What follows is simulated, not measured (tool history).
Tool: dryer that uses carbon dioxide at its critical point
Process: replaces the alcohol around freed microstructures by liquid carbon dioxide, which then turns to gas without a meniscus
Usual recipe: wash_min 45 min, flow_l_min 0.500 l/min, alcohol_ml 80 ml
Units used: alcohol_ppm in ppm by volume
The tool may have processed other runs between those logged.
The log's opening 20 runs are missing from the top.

run 21 hour=477.5 | wash_min=45 flow_l_min=0.438 alcohol_ml=80 | alcohol_ppm=464
run 22 hour=496.1 | wash_min=45 flow_l_min=0.500 alcohol_ml=80 | alcohol_ppm=300
run 23 hour=526.9 | wash_min=45 flow_l_min=0.500 alcohol_ml=80 | alcohol_ppm=298
run 24 hour=547.8 | wash_min=45 flow_l_min=0.713 alcohol_ml=80 | alcohol_ppm=107
run 25 hour=572.5 | wash_min=45 flow_l_min=0.713 alcohol_ml=80 | alcohol_ppm=108
run 26 hour=587.5 | wash_min=50 flow_l_min=0.637 alcohol_ml=34 | alcohol_ppm=99
run 27 hour=618.0 | wash_min=27 flow_l_min=0.459 alcohol_ml=87 | alcohol_ppm=2014
run 28 hour=632.8 | wash_min=27 flow_l_min=0.541 alcohol_ml=56 | alcohol_ppm=903
run 29 hour=662.7 | wash_min=31 flow_l_min=0.490 alcohol_ml=27 | alcohol_ppm=451
run 30 hour=681.6 | wash_min=60 flow_l_min=0.508 alcohol_ml=80 | alcohol_ppm=146

Run 31, settings as shown, results not yet in. Your forecast:
run 31 hour=710.8 | wash_min=50 flow_l_min=0.755 alcohol_ml=85 | alcohol_ppm=?

alcohol_ppm: 115 ppm by volume
If the tool had no hidden condition, the same run with the same run-to-run variation would have returned alcohol_ppm 20 ppm by volume.
